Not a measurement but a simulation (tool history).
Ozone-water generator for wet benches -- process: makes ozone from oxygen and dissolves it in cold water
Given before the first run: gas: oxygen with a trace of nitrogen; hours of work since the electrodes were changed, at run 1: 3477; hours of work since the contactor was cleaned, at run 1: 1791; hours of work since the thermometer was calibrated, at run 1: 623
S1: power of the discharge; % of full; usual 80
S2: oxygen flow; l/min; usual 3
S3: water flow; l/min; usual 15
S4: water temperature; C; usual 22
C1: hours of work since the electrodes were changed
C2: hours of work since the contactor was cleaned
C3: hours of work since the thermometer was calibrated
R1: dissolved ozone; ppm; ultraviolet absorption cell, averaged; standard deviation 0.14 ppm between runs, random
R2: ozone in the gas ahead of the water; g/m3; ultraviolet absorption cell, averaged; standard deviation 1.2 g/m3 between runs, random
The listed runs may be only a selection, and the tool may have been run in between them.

run    hour  S1    S2  S3  S4    C1    C2    C3    R1     R2
  1       0  80     3  15  22  3477  1791   623  14.2  195.3
  2      80  80  2.17  15  22  3530  1844   676  14.2  237.2
  3   155.7  80  2.17  15  22  3579  1894   725    14  236.9
  4   244.6  80  2.17  15  26  3638  1952   784  13.6  236.4
  5   324.2  80  2.17  15  26  3690  2004   836  13.4    238
  6   465.4  80  2.17  15  26  3783  2097   929  13.5    237
  7   598.4  80  2.17  15  26  3870  2185  1017  13.4  235.5
  8   670.2  80  2.17  15  26  3918  2232  1064  13.3  234.8
  9   766.1  80  2.17  15  26  3981  2295  1127  13.4  234.8
 10   891.5  80     3  15  22  4063  2377  1209  14.1  192.9
 11   980.8  59     3  15  22  4122  2436  1268  11.5  161.7
 12  1054.9  59     3  15  22  4171  2485  1317  11.7  160.9
 13    1143  59     3  15  22  4228  2543  1375  11.5  158.5
 14  1284.8  59     3  15  22  4322  2636  1468  11.4  158.7
 15    1413  59     3  15  22  4406  2720  1552  11.6  160.3
 16  1553.9  60     3  21  22  4499  2813  1645   8.4  160.4
 17  1700.3  80  3.55  15  29  4595  2909  1741  12.1  171.5
 18  1803.7  80  4.65  11  22  4663  2977  1809  16.6  146.1
 19    1871  78     3  10  22  4707  3021  1853  18.7  187.1
 20  2017.5  78     3  10  22  4803  3118  1949  18.7  186.4
 21  2101.9  68     3  15  22  4859  3173  2005  12.5  173.2
 22  2205.3  68     3  15  22  4927  3241  2073  12.6  172.7
 23  2289.7  68     3  20  22  4982  3296  2128   9.4  174.2
 24  2411.7  68  2.04  15  14  5062  3377  2209  13.2  218.1

Below, some changes in R1 between adjacent runs. For each, the amount present without the hidden state too (settings, incoming material, random variation) and the amount remaining for the hidden state with gauge scatter not shared by both compared results:
Hidden state present: yield of the discharge, % of new electrodes'; contactor's efficiency, % of a clean one's; true water temperature over the reading, C; drift of the gauge itself on ozone_ppm, %; drift of the gauge itself on gas_g_m3, %.
Run 16 -> 17: S1 60 -> 80, S2 3 -> 3.55, S3 21 -> 15, S4 22 -> 29. R1 +3.7 ppm: hidden state -0.6, all else +4.3.
Run 17 -> 18: S2 3.55 -> 4.65, S3 15 -> 11, S4 29 -> 22. R1 +4.5 ppm: hidden state -0.5, all else +5.
Run 20 -> 21: S1 78 -> 68, S3 10 -> 15. R1 -6.2 ppm: hidden state +0.8, all else -7.
